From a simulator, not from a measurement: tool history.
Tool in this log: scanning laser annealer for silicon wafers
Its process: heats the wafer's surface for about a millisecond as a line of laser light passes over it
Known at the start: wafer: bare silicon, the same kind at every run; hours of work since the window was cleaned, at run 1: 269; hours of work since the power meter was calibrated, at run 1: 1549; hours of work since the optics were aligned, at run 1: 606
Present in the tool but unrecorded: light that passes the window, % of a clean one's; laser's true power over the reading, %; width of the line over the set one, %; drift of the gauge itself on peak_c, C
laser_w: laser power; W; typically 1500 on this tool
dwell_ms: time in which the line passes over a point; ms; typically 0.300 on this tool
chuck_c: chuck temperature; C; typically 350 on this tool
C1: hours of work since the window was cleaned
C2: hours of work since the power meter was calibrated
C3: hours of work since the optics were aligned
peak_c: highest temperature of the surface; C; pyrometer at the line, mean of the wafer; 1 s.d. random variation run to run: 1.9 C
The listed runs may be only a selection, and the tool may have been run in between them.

Run 1, day 0.000: usual settings; C1 269; C2 1549; C3 606. Result: peak_c 1110 C.
Run 2, day 1.717: usual settings; C1 294; C2 1573; C3 630. Result: peak_c 1106 C.
Run 3, day 4.854: usual settings but chuck_c 313 C; C1 339; C2 1619; C3 675. Result: peak_c 1069 C.
Run 4, day 7.867: usual settings but chuck_c 313 C; C1 382; C2 1662; C3 719. Result: peak_c 1068 C.
Run 5, day 10.833: usual settings but chuck_c 313 C; C1 425; C2 1705; C3 761. Result: peak_c 1064 C.
Run 6, day 12.408: usual settings but chuck_c 353 C; C1 448; C2 1727; C3 784. Result: peak_c 1105 C.
Run 7, day 14.712: usual settings but laser_w 1276 W, chuck_c 353 C; C1 481; C2 1760; C3 817. Result: peak_c 978 C.
Run 8, day 17.417: usual settings but laser_w 1276 W, chuck_c 353 C; C1 520; C2 1799; C3 856. Result: peak_c 983 C.
At day 20.371: optics aligned, line set to its width.
Run 9, day 20.962: usual settings but laser_w 1276 W, chuck_c 353 C; C1 568; C2 1847; C3 9. Result: peak_c 990 C.
Run 10, day 22.704: usual settings but laser_w 1276 W, chuck_c 353 C; C1 593; C2 1872; C3 34. Result: peak_c 990 C.
Run 11, day 24.225: usual settings but laser_w 1276 W, chuck_c 353 C; C1 614; C2 1894; C3 55. Result: peak_c 990 C.
Run 12, day 25.717: usual settings but laser_w 1276 W, chuck_c 353 C; C1 636; C2 1916; C3 77. Result: peak_c 990 C.
Run 13, day 27.358: usual settings but laser_w 1545 W; C1 660; C2 1939; C3 101. Result: peak_c 1132 C.
Run 14, day 30.554: usual settings but laser_w 1570 W; C1 706; C2 1985; C3 147. Result: peak_c 1142 C.
Run 15, day 33.754: usual settings but laser_w 1570 W; C1 752; C2 2031; C3 193. Result: peak_c 1142 C.
Run 16, day 35.450: usual settings but laser_w 1570 W, dwell_ms 0.263 ms; C1 776; C2 2056; C3 217. Result: peak_c 1083 C.
Run 17, day 37.117: usual settings but chuck_c 390 C; C1 800; C2 2080; C3 241. Result: peak_c 1141 C.
At day 37.512: laser's power meter calibrated.
Run 18, day 38.904: usual settings but laser_w 1587 W; C1 824; C2 20; C3 265. Result: peak_c 1148 C.
Run 19, day 40.704: usual settings; C1 850; C2 46; C3 291. Result: peak_c 1097 C.
Run 20, day 43.192: usual settings; C1 886; C2 82; C3 327. Result: peak_c 1093 C.
At day 46.000: window over the wafer cleaned.
Run 21, day 46.588: usual settings but dwell_ms 0.292 ms; C1 8; C2 129; C3 374. Result: peak_c 1109 C.
Run 22, day 49.842: usual settings but dwell_ms 0.348 ms, chuck_c 357 C; C1 55; C2 176; C3 421. Result: peak_c 1196 C.
Run 23, day 51.658: usual settings but laser_w 1443 W, dwell_ms 0.261 ms, chuck_c 313 C; C1 81; C2 202; C3 447. Result: peak_c 993 C.
At day 53.929: laser's power meter calibrated, once more.
Run 24, day 54.000: usual settings but laser_w 1414 W, dwell_ms 0.318 ms, chuck_c 371 C; C1 113; C2 1; C3 479. Result: peak_c 1122 C.
Run 25, day 55.400: usual settings but laser_w 1414 W, dwell_ms 0.318 ms, chuck_c 371 C; C1 133; C2 21; C3 499. Result: peak_c 1122 C.
Run 26, day 58.758: usual settings but laser_w 1320 W, dwell_ms 0.220 ms, chuck_c 381 C; C1 182; C2 69; C3 547. Result: peak_c 946 C.
Run 27, day 60.462: usual settings but laser_w 1603 W, chuck_c 315 C; C1 206; C2 94; C3 572. Result: peak_c 1142 C.
Run 28, day 62.483: usual settings but laser_w 1361 W, dwell_ms 0.313 ms; C1 235; C2 123; C3 601. Result: peak_c 1059 C.
Run 29, day 63.988: usual settings but laser_w 1361 W, dwell_ms 0.313 ms; C1 257; C2 145; C3 623. Result: peak_c 1060 C.
Run 30, day 65.992: usual settings but laser_w 1413 W, chuck_c 366 C; C1 286; C2 174; C3 652. Result: peak_c 1082 C.
Run 31, day 68.904: usual settings but laser_w 1607 W, dwell_ms 0.371 ms, chuck_c 329 C; C1 328; C2 215; C3 693. Result: peak_c 1257 C.
Run 32, day 72.025: usual settings but laser_w 1455 W, chuck_c 352 C; C1 373; C2 260; C3 738. Result: peak_c 1091 C.
Run 33, day 74.538: usual settings but laser_w 1605 W, chuck_c 352 C; C1 409; C2 296; C3 774. Result: peak_c 1169 C.
Run 34, day 76.267: usual settings but laser_w 1628 W, dwell_ms 0.343 ms, chuck_c 379 C; C1 434; C2 321; C3 799. Result: peak_c 1273 C.
Run 35, day 78.846: usual settings but laser_w 1367 W, dwell_ms 0.253 ms, chuck_c 367 C; C1 471; C2 358; C3 836. Result: peak_c 989 C.
Run 36, day 82.012: usual settings but laser_w 1367 W, dwell_ms 0.253 ms, chuck_c 367 C; C1 516; C2 404; C3 882. Result: peak_c 987 C.
At day 82.983: optics aligned, line set to its width.
Run 37, day 84.971: usual settings but laser_w 1311 W, dwell_ms 0.238 ms, chuck_c 335 C; C1 556; C2 444; C3 29. Result: peak_c 919 C.
Run 38, day 87.333: usual settings but laser_w 1375 W; C1 590; C2 478; C3 63. Result: peak_c 1048 C.
Run 39, day 89.121: usual settings but laser_w 1622 W; C1 616; C2 503; C3 88. Result: peak_c 1185 C.
Run 40, day 90.721: usual settings but laser_w 1622 W; C1 639; C2 526; C3 111. Result: peak_c 1185 C.
Run 41, day 93.929: usual settings but laser_w 1532 W, dwell_ms 0.256 ms, chuck_c 357 C; C1 685; C2 572; C3 157. Result: peak_c 1073 C.
Run 42, day 95.996: usual settings but laser_w 1321 W, dwell_ms 0.236 ms, chuck_c 364 C; C1 714; C2 602; C3 187. Result: peak_c 945 C.

Consider 3 possible next runs. They are alternatives, not a sequence: every one starts from the tool as it was left by run 42. What does each give?
Run A, day 97.954: usual settings but laser_w 1309 W, dwell_ms 0.264 ms, chuck_c 351 C; C1 743; C2 630; C3 215. Result: peak_c ?.
Run B, day 97.954: usual settings but laser_w 1418 W, dwell_ms 0.365 ms, chuck_c 311 C; C1 743; C2 630; C3 215. Result: peak_c ?.
Run C, day 97.954: usual settings but laser_w 1552 W; C1 743; C2 630; C3 215. Result: peak_c ?.

run  peak_c
  A     961
  B    1113
  C    1141
What these runs would have given with no unlogged condition in the tool:
run  peak_c
  A     984
  B    1143
  C    1170

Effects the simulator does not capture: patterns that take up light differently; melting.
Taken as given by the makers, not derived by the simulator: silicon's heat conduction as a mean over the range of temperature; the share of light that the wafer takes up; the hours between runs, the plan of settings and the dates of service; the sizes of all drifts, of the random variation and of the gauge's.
